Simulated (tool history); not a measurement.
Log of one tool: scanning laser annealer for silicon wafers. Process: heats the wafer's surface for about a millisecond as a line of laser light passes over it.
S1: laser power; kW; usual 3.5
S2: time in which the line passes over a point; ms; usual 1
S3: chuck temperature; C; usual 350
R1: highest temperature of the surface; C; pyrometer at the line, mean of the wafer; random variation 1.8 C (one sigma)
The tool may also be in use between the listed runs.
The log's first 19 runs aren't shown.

Run 20, day 12.054: usual settings. Result: R1 1036 C.
Run 21, day 12.771: usual settings. Result: R1 1032 C.
Run 22, day 13.271: usual settings. Result: R1 1035 C.
Run 23, day 13.75: usual settings but S1 3.392 kW, S2 0.91 ms, S3 342 C. Result: R1 980 C.
Run 24, day 14.312: usual settings but S1 3.392 kW, S2 0.87 ms, S3 387 C. Result: R1 1007 C.
Run 25, day 15.133: usual settings but S1 3.163 kW, S2 0.87 ms, S3 387 C. Result: R1 967 C.
Run 26, day 15.688: usual settings but S1 3.163 kW, S2 1.2 ms, S3 355 C. Result: R1 1021 C.
Run 27, day 16.488: usual settings but S1 3.163 kW, S2 1.2 ms, S3 355 C. Result: R1 1019 C.
Run 28, day 17.138: usual settings but S1 3.136 kW, S2 1.09 ms, S3 342 C. Result: R1 973 C.
Run 29, day 17.742: usual settings but S1 3.086 kW. Result: R1 949 C.
Run 30, day 18.442: usual settings but S2 1.13 ms, S3 352 C. Result: R1 1068 C.
Run 31, day 19.058: usual settings but S2 1.13 ms, S3 352 C. Result: R1 1064 C.
Run 32, day 19.588: usual settings but S2 1.13 ms, S3 352 C. Result: R1 1065 C.
Run 33, day 20.142: usual settings but S1 3.187 kW. Result: R1 967 C.
Run 34, day 20.742: usual settings but S1 3.455 kW, S2 0.95 ms, S3 366 C. Result: R1 1021 C.
Run 35, day 21.471: usual settings but S1 3.455 kW, S2 0.95 ms, S3 366 C. Result: R1 1020 C.
Run 36, day 22.096: usual settings but S1 3.351 kW, S3 345 C. Result: R1 991 C.
Run 37, day 22.792: usual settings but S1 3.351 kW, S3 345 C. Result: R1 992 C.
Run 38, day 23.421: usual settings but S2 1.19 ms. Result: R1 1076 C.
Run 39, day 24.025: usual settings but S1 3.028 kW. Result: R1 936 C.
Run 40, day 24.596: usual settings but S1 3.526 kW, S3 362 C. Result: R1 1043 C.
Run 41, day 25.083: usual settings but S1 3.667 kW, S2 0.72 ms, S3 311 C. Result: R1 924 C.

The next listed run, before its measurement:
Run 42, day 25.621: usual settings but S1 3.667 kW, S2 0.72 ms, S3 311 C. Result: R1 ?.

{"run 42": {"R1": 923}}
Without the tool's hidden state the same run would have given R1 953 C.
